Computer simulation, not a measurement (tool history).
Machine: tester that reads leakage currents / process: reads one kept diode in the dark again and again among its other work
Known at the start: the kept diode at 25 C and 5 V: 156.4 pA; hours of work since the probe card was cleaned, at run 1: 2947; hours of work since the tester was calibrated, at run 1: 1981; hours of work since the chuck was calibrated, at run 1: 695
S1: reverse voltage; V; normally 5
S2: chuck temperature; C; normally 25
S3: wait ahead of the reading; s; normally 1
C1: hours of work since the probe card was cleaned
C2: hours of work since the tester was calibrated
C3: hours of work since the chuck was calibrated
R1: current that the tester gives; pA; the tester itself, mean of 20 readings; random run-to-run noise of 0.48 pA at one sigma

run    hour     S1  S2    S3    C1    C2   C3       R1
  1       0      5  25     1  2947  1981  695   197.03
  2    70.7      5  25     1  2996  2029  744   200.34
  3   110.9      5  25     1  3024  2057  771   200.28
      152.4  -- chuck's temperature calibrated
  4   168.1      5  25     1  3062  2095   11   170.24
  5   229.5  15.44  25     1  3104  2138   53   322.99
  6   289.8      5  25     1  3145  2179   95   175.25
  7     354      5  25     1  3190  2223  139   177.21
  8   394.7      5  25     1  3218  2251  167   178.33
  9   427.6      5  25     1  3240  2274  190   179.66
 10   482.7      5  25  0.71  3278  2312  228   181.38
 11   540.1      5  25  0.71  3318  2352  267   183.73
 12   606.6      5  25  0.71  3364  2397  313   185.85
 13   671.7      5  25  0.71  3409  2442  358   188.49
 14   730.4      5  55     1  3449  2483  398  1759.78
      751.2  -- probe card cleaned and baked
 15   795.5      5  25     1    30  2525  441   178.17
      803.6  -- tester calibrated
 16   868.9      5  25  2.42    80    45  490   179.12
 17   908.9      5  25  2.42   107    73  518    180.2
 18   974.5      5  25  2.42   152   118  563    183.1
 19  1005.3  12.49  59  0.42   174   139  584  3795.78
 20  1054.5   1.48  36  1.05   208   173  618   245.12
 21  1121.2   1.26  23  0.46   253   219  664    79.88
 22  1154.9   1.22  25     1   277   242  687    92.95
 23  1190.8   1.22  25     1   301   267  712    93.28
     1234.4  -- tester calibrated, once more
 24  1266.2   1.22  25     1   352    22  763    93.97
     1322.5  -- chuck's temperature calibrated
 25  1326.5    1.1  50   2.7   392    62    3   521.47
 26  1376.2      5  28     1   426    96   37   207.82
 27  1443.9      5  39  0.45   473   143   84   503.16
 28  1482.7      5  40  0.45   500   170  110    547.9
 29  1517.9      5  43  1.44   524   194  135   689.68

Each row is a separate what-if for the run after 29, all from the same tool condition, not one after another. Results?
  A  1582.7      5  25  0.33  569  239  179   ?
  B  1582.7  15.78  24  0.87  569  239  179   ?
  C  1582.7   1.16  24  7.27  569  239  179   ?
  D  1582.7   1.63  44  5.34  569  239  179   ?
  E  1582.7  19.36  33  0.68  569  239  179   ?

run      R1
  A   170.7
  B  279.71
  C   72.95
  D   425.2
  E  641.19
The same runs, with their run-to-run variation unchanged, on a tool lacking any hidden condition would have given:
run      R1
  A  161.06
  B   260.5
  C   69.14
  D  407.43
  E  605.72
